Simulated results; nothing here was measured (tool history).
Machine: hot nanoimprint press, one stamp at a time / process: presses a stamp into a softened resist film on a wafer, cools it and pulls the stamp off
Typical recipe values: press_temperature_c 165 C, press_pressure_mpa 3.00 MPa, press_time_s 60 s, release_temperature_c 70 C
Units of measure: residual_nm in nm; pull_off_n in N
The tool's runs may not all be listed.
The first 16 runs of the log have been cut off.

{"run": 17, "hour": 482.8, "press_temperature_c": 162, "press_pressure_mpa": 2.63, "press_time_s": 69, "release_temperature_c": 70, "residual_nm": 167.1, "pull_off_n": 161}
{"run": 18, "hour": 502.1, "press_temperature_c": 165, "press_pressure_mpa": 4.53, "press_time_s": 60, "release_temperature_c": 70, "residual_nm": 121.2, "pull_off_n": 160}
{"run": 19, "hour": 533.2, "press_temperature_c": 165, "press_pressure_mpa": 4.53, "press_time_s": 60, "release_temperature_c": 70, "residual_nm": 120.6, "pull_off_n": 157}
{"run": 20, "hour": 570.4, "press_temperature_c": 165, "press_pressure_mpa": 4.53, "press_time_s": 97, "release_temperature_c": 58, "residual_nm": 97.1, "pull_off_n": 211}
{"run": 21, "hour": 604.5, "press_temperature_c": 165, "press_pressure_mpa": 4.53, "press_time_s": 97, "release_temperature_c": 58, "residual_nm": 99.0, "pull_off_n": 209}
{"run": 22, "hour": 632.8, "press_temperature_c": 165, "press_pressure_mpa": 2.79, "press_time_s": 54, "release_temperature_c": 58, "residual_nm": 153.7, "pull_off_n": 215}
{"hour": 667.2, "done": "stamp cleaned and given a new release coat"}
{"run": 23, "hour": 680.0, "press_temperature_c": 163, "press_pressure_mpa": 3.0, "press_time_s": 60, "release_temperature_c": 70, "residual_nm": 156.7, "pull_off_n": 163}
{"run": 24, "hour": 714.9, "press_temperature_c": 165, "press_pressure_mpa": 3.2, "press_time_s": 60, "release_temperature_c": 66, "residual_nm": 138.0, "pull_off_n": 178}
{"run": 25, "hour": 744.9, "press_temperature_c": 165, "press_pressure_mpa": 3.2, "press_time_s": 60, "release_temperature_c": 66, "residual_nm": 139.1, "pull_off_n": 177}
{"run": 26, "hour": 786.6, "press_temperature_c": 165, "press_pressure_mpa": 3.2, "press_time_s": 60, "release_temperature_c": 66, "residual_nm": 139.1, "pull_off_n": 178}
{"run": 27, "hour": 821.7, "press_temperature_c": 165, "press_pressure_mpa": 4.72, "press_time_s": 60, "release_temperature_c": 70, "residual_nm": 117.3, "pull_off_n": 158}
{"run": 28, "hour": 850.1, "press_temperature_c": 167, "press_pressure_mpa": 2.73, "press_time_s": 76, "release_temperature_c": 67, "residual_nm": 124.0, "pull_off_n": 172}
{"run": 29, "hour": 882.6, "press_temperature_c": 165, "press_pressure_mpa": 3.0, "press_time_s": 34, "release_temperature_c": 70, "residual_nm": 172.8, "pull_off_n": 157}
{"run": 30, "hour": 912.9, "press_temperature_c": 165, "press_pressure_mpa": 2.23, "press_time_s": 60, "release_temperature_c": 70, "residual_nm": 159.5, "pull_off_n": 161}
{"run": 31, "hour": 941.4, "press_temperature_c": 161, "press_pressure_mpa": 2.23, "press_time_s": 68, "release_temperature_c": 57, "residual_nm": 181.8, "pull_off_n": 221}

Branching from run 31: 3 alternative next runs. What would each branch give?
{"hour": 952.0, "done": "plate thermocouple calibrated"}
{"run": "A", "hour": 967.1, "press_temperature_c": 161, "press_pressure_mpa": 2.23, "press_time_s": 68, "release_temperature_c": 73, "residual_nm": "?", "pull_off_n": "?"}
{"hour": 952.0, "done": "plate thermocouple calibrated"}
{"run": "B", "hour": 967.1, "press_temperature_c": 161, "press_pressure_mpa": 2.23, "press_time_s": 102, "release_temperature_c": 68, "residual_nm": "?", "pull_off_n": "?"}
{"hour": 952.0, "done": "plate thermocouple calibrated"}
{"run": "C", "hour": 967.1, "press_temperature_c": 165, "press_pressure_mpa": 3.0, "press_time_s": 60, "release_temperature_c": 72, "residual_nm": "?", "pull_off_n": "?"}

run=A residual_nm=183.0 pull_off_n=147
run=B residual_nm=160.4 pull_off_n=168
run=C residual_nm=140.6 pull_off_n=148
With no hidden state in the tool, these same runs would have given:
run=A residual_nm=188.4 pull_off_n=147
run=B residual_nm=165.1 pull_off_n=168
run=C residual_nm=144.7 pull_off_n=148
